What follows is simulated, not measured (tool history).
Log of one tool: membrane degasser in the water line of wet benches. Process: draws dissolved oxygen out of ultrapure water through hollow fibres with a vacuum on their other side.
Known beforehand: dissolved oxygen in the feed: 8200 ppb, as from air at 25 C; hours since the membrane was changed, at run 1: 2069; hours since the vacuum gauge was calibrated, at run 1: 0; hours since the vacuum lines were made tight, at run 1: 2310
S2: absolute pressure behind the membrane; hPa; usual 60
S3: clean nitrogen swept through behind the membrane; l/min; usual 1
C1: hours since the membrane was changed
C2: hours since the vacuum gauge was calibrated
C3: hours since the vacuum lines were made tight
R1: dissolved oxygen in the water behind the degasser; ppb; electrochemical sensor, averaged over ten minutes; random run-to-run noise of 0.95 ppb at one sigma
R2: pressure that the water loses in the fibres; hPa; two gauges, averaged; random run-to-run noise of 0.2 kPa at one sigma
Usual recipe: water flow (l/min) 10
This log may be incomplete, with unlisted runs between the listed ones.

{"run": 1, "day": 0.0, "water flow (l/min)": 10, "S2": 60, "S3": 1, "C1": 2069, "C2": 0, "C3": 2310, "R1": 90.7, "R2": 431}
{"run": 2, "day": 4.071, "water flow (l/min)": 10, "S2": 60, "S3": 1, "C1": 2167, "C2": 98, "C3": 2408, "R1": 90.9, "R2": 427.9}
{"run": 3, "day": 10.604, "water flow (l/min)": 10, "S2": 60, "S3": 1, "C1": 2324, "C2": 255, "C3": 2565, "R1": 90.2, "R2": 426.7}
{"run": 4, "day": 18.021, "water flow (l/min)": 10, "S2": 60, "S3": 1, "C1": 2502, "C2": 433, "C3": 2743, "R1": 90.6, "R2": 428.7}
{"run": 5, "day": 22.854, "water flow (l/min)": 10, "S2": 60, "S3": 0.6, "C1": 2618, "C2": 549, "C3": 2859, "R1": 129.1, "R2": 428.3}
{"run": 6, "day": 26.217, "water flow (l/min)": 10, "S2": 60, "S3": 0.6, "C1": 2698, "C2": 629, "C3": 2939, "R1": 129.7, "R2": 431.4}
{"run": 7, "day": 29.317, "water flow (l/min)": 10, "S2": 60, "S3": 0.6, "C1": 2773, "C2": 704, "C3": 3014, "R1": 129.7, "R2": 428.6}
{"run": 8, "day": 33.962, "water flow (l/min)": 10, "S2": 60, "S3": 0.6, "C1": 2884, "C2": 815, "C3": 3125, "R1": 132.2, "R2": 426.6}
{"run": 9, "day": 40.196, "water flow (l/min)": 10, "S2": 60, "S3": 0.6, "C1": 3034, "C2": 965, "C3": 3275, "R1": 128.6, "R2": 430.5}
{"run": 10, "day": 47.721, "water flow (l/min)": 10, "S2": 60, "S3": 0.6, "C1": 3214, "C2": 1145, "C3": 3455, "R1": 129.5, "R2": 427.7}
{"run": 11, "day": 55.079, "water flow (l/min)": 9, "S2": 60, "S3": 0.87, "C1": 3391, "C2": 1322, "C3": 3632, "R1": 84.5, "R2": 388.9}
{"run": 12, "day": 59.092, "water flow (l/min)": 10, "S2": 116.1, "S3": 1, "C1": 3487, "C2": 1418, "C3": 3728, "R1": 219.1, "R2": 427}
{"run": 13, "day": 65.4, "water flow (l/min)": 10, "S2": 60, "S3": 1.19, "C1": 3639, "C2": 1570, "C3": 3880, "R1": 78.3, "R2": 425}
{"run": 14, "day": 72.808, "water flow (l/min)": 6, "S2": 80.2, "S3": 1, "C1": 3817, "C2": 1747, "C3": 4058, "R1": 71.3, "R2": 257.1}
{"run": 15, "day": 78.242, "water flow (l/min)": 6, "S2": 80.2, "S3": 1, "C1": 3947, "C2": 1878, "C3": 4188, "R1": 73.8, "R2": 256}
{"run": 16, "day": 83.108, "water flow (l/min)": 6, "S2": 80.2, "S3": 1, "C1": 4064, "C2": 1995, "C3": 4305, "R1": 73.2, "R2": 257}
{"run": 17, "day": 86.842, "water flow (l/min)": 6, "S2": 80.2, "S3": 1, "C1": 4153, "C2": 2084, "C3": 4394, "R1": 72.7, "R2": 257.6}
{"run": 18, "day": 91.446, "water flow (l/min)": 6, "S2": 80.2, "S3": 1, "C1": 4264, "C2": 2195, "C3": 4505, "R1": 74, "R2": 255}
{"run": 19, "day": 97.662, "water flow (l/min)": 6, "S2": 80.2, "S3": 1, "C1": 4413, "C2": 2344, "C3": 4654, "R1": 73.3, "R2": 256.5}
{"run": 20, "day": 102.575, "water flow (l/min)": 6, "S2": 80.2, "S3": 2.78, "C1": 4531, "C2": 2462, "C3": 4772, "R1": 29, "R2": 255.4}

Each row is a separate what-if for the run after 20, all from the same tool condition, not one after another. Results?
{"run": "A", "day": 109.233, "water flow (l/min)": 15, "S2": 46, "S3": 0.83, "C1": 4691, "C2": 2622, "C3": 4932, "R1": "?", "R2": "?"}
{"run": "B", "day": 109.233, "water flow (l/min)": 10, "S2": 60, "S3": 0.45, "C1": 4691, "C2": 2622, "C3": 4932, "R1": "?", "R2": "?"}
{"run": "C", "day": 109.233, "water flow (l/min)": 7, "S2": 80.2, "S3": 2.4, "C1": 4691, "C2": 2622, "C3": 4932, "R1": "?", "R2": "?"}
{"run": "D", "day": 109.233, "water flow (l/min)": 6, "S2": 36.4, "S3": 0.72, "C1": 4691, "C2": 2622, "C3": 4932, "R1": "?", "R2": "?"}
{"run": "E", "day": 109.233, "water flow (l/min)": 11, "S2": 102.9, "S3": 2.78, "C1": 4691, "C2": 2622, "C3": 4932, "R1": "?", "R2": "?"}

run=A R1=143 R2=642.5
run=B R1=158.3 R2=428.2
run=C R1=41.4 R2=297.9
run=D R1=11.8 R2=255.7
run=E R1=99 R2=471.1
With no hidden state in the tool, these same runs would have given:
run=A R1=142.8 R2=642.2
run=B R1=158.1 R2=428
run=C R1=41.3 R2=297.8
run=D R1=11.7 R2=255.6
run=E R1=98.9 R2=470.9

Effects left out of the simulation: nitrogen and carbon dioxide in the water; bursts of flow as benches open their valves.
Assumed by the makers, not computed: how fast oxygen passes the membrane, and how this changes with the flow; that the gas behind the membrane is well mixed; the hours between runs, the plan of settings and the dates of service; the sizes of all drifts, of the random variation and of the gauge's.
